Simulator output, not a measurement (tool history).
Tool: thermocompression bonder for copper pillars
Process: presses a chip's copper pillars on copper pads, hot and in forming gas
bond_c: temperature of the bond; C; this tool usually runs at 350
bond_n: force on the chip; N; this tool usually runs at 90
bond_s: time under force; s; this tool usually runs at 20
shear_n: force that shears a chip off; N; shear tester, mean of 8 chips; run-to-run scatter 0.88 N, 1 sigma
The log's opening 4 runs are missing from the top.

| run | hour | bond_c | bond_n | bond_s | hours of work since the heater was calibrated | hours of work since the force cell was calibrated | hours of work since the gas filter was changed | shear_n |
|---|---|---|---|---|---|---|---|---|
| 5 | 38.0 | 373 | 90 | 20 | 164 | 44 | 224 | 81.6 |
| 6 | 45.1 | 350 | 90 | 20 | 167 | 47 | 227 | 68.8 |
| 7 | 56.4 | 350 | 90 | 20 | 172 | 51 | 232 | 69.1 |
| 8 | 64.2 | 350 | 90 | 20 | 175 | 54 | 235 | 68.7 |
| 9 | 79.1 | 350 | 90 | 20 | 181 | 60 | 241 | 68.5 |
| 10 | 91.6 | 350 | 90 | 20 | 186 | 65 | 246 | 70.4 |
| 11 | 107.1 | 350 | 90 | 20 | 192 | 72 | 252 | 69.3 |
| 12 | 122.6 | 350 | 90 | 20 | 198 | 78 | 258 | 69.3 |
| 13 | 136.4 | 350 | 90 | 20 | 204 | 83 | 264 | 69.6 |
| 14 | 146.1 | 350 | 90 | 20 | 208 | 87 | 268 | 68.2 |
| 15 | 154.0 | 350 | 90 | 20 | 211 | 90 | 271 | 69.8 |
| 16 | 165.4 | 350 | 105 | 20 | 215 | 95 | 276 | 74.2 |
| 17 | 177.7 | 350 | 90 | 20 | 220 | 100 | 280 | 70.1 |
| 18 | 185.8 | 350 | 90 | 20 | 224 | 103 | 284 | 68.5 |
| 19 | 201.1 | 350 | 90 | 20 | 230 | 109 | 290 | 68.4 |
| 20 | 211.5 | 350 | 90 | 20 | 234 | 114 | 294 | 68.0 |
| 21 | 222.7 | 350 | 90 | 20 | 238 | 118 | 299 | 68.7 |

Run 22 comes next. What will it give?
| 22 | 235.7 | 350 | 90 | 20 | 244 | 123 | 304 | ? |

Run 22 yielded shear_n 68.0 N.
With no hidden state in the tool, this same run would have given shear_n 72.8 N.

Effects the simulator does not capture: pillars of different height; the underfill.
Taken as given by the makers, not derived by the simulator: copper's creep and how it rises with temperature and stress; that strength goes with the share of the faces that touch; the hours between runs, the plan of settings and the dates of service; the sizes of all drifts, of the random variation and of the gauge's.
